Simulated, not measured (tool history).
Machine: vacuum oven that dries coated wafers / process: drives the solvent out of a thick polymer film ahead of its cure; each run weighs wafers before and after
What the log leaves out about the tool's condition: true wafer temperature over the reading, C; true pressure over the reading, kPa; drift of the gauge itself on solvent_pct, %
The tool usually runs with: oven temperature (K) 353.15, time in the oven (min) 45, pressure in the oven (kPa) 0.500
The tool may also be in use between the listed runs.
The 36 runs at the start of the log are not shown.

run   hour  oven temperature (K)  time in the oven (min)  pressure in the oven (kPa)  hours of work since the thermocouples were calibrated  hours of work since the vacuum gauge was cleaned of residue  solvent left in the film (%)
 37  715.7                348.15                      24                       0.284                                                    570                                                          980                          6.05
 38  740.1                343.15                      24                       0.284                                                    581                                                          991                          8.24
 39  767.2                353.15                      24                       0.273                                                    594                                                         1004                          4.10
     785.5  -- vacuum gauge cleaned of residue and calibrated
 40  791.9                354.15                      75                       0.764                                                    605                                                            3                          0.54
 41  819.7                366.15                      39                       0.601                                                    618                                                           16                          0.31
 42  836.6                366.15                      39                       0.601                                                    626                                                           24                          0.30
 43  859.5                366.15                      39                       0.601                                                    637                                                           35                          0.30
 44  878.3                353.15                      78                       0.789                                                    645                                                           44                          0.62
 45  891.2                366.15                      26                       0.500                                                    651                                                           50                          0.71

What if the next run were any one of these 4? Each begins from the tool's condition after run 45:
  A  912.8                364.15                      28                       0.450                                                    662                                                           60                             ?
  B  912.8                363.15                      26                       0.500                                                    662                                                           60                             ?
  C  912.8                366.15                      38                       1.060                                                    662                                                           60                             ?
  D  912.8                366.15                      61                       0.747                                                    662                                                           60                             ?

run  solvent left in the film (%)
  A                          0.79
  B                          1.16
  C                          0.47
  D                          0.31
Had the tool no hidden state, the same runs would have come out as:
run  solvent left in the film (%)
  A                          0.80
  B                          1.16
  C                          0.47
  D                          0.31

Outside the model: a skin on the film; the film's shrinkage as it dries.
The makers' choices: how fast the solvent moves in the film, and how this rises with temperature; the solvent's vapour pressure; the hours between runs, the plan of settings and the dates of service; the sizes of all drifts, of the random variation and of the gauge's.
